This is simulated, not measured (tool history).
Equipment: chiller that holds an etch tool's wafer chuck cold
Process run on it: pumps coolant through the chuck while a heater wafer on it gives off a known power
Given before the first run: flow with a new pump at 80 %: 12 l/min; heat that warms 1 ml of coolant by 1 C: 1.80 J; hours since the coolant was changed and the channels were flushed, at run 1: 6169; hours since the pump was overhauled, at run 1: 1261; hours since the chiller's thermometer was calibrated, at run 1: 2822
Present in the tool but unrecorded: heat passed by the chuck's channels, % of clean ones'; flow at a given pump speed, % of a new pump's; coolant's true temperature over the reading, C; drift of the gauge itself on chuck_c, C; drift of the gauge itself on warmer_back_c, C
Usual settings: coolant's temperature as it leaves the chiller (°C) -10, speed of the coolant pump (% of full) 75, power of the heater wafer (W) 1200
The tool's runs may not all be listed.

run,day,coolant's temperature as it leaves the chiller (°C),speed of the coolant pump (% of full),power of the heater wafer (W),hours since the coolant was changed and the channels were flushed,hours since the pump was overhauled,hours since the chiller's thermometer was calibrated,chuck's temperature once it has settled (°C),how much warmer the coolant comes back (C)
1,0,-10,75,1200,6169,1261,2822,-0.1,3.65
2,1.475,-10,75,1200,6204,1296,2857,-0.1,3.61
3,3.388,-10,75,1200,6250,1342,2903,-0.1,3.69
4,5.65,-10,75,1200,6304,1396,2957,0,3.67
5,7.646,-10,75,1200,6352,1444,3005,0,3.67
6,9.375,-10,75,1200,6394,1486,3047,0,3.68
7,10.35,-10,72,1200,6417,1509,3070,0.4,3.81
8,11.725,-10,72,1200,6450,1542,3103,0.3,3.83
9,13.721,-10,72,1200,6498,1590,3151,0.3,3.86
10,15.058,-10,75,1200,6530,1622,3183,-0.1,3.66
# day 15.304: chiller's thermometer calibrated
11,16.342,-10,75,1283,6560,1652,25,0.7,3.92
12,17.721,-10,75,1283,6593,1685,58,0.9,3.94
13,19.962,-7,75,1283,6647,1739,112,3.8,3.95
14,20.992,-10,75,787,6671,1763,137,-3.2,2.44
15,22.583,-10,75,1200,6710,1802,175,0.2,3.69
16,24.038,-10,75,1200,6745,1837,210,0.3,3.67
17,25.183,-10,75,1200,6772,1864,237,0.3,3.68
18,26.208,-10,75,1326,6797,1889,262,1.3,4.14
# day 27.071: chiller's thermometer calibrated, once more
19,28.254,-7,99,900,6845,1937,28,-0.9,2.12
20,29.442,-10,67,609,6873,1965,57,-4.6,2.1
21,30.975,-12,67,848,6910,2002,94,-4.3,2.92
22,32.667,-11,80,791,6951,2043,134,-4.8,2.26
23,33.725,-11,80,791,6976,2068,160,-4.6,2.35
24,34.867,-18,76,1596,7003,2095,187,-4.7,4.88
25,36.604,-10,91,1135,7045,2137,229,-1.7,2.87
26,37.829,-10,91,1135,7074,2166,258,-1.9,2.89
27,39.717,-10,92,1066,7120,2212,304,-2.1,2.67
28,42.004,-15,73,1066,7175,2267,358,-5.8,3.43
29,43.5,-15,73,1066,7211,2303,394,-5.6,3.41
30,45.692,-13,90,1066,7263,2355,447,-5,2.74
31,47.621,-11,94,734,7309,2401,493,-5.6,1.86
32,49.629,-11,94,734,7358,2450,541,-5.7,1.78

Here are 4 independent what-if runs from the current tool condition. What would each one return?
A,50.571,-6,63,1283,7380,2472,564,?,?
B,50.571,-16,69,1200,7380,2472,564,?,?
C,50.571,-12,94,734,7380,2472,564,?,?
D,50.571,-5,70,1318,7380,2472,564,?,?

run,chuck's temperature once it has settled (°C),how much warmer the coolant comes back (C)
A,6.3,4.82
B,-5.1,4.12
C,-6.8,1.78
D,6.8,4.43
What these runs would have given with no unlogged condition in the tool:
run,chuck's temperature once it has settled (°C),how much warmer the coolant comes back (C)
A,4.1,4.59
B,-7,3.92
C,-7.8,1.69
D,4.7,4.22
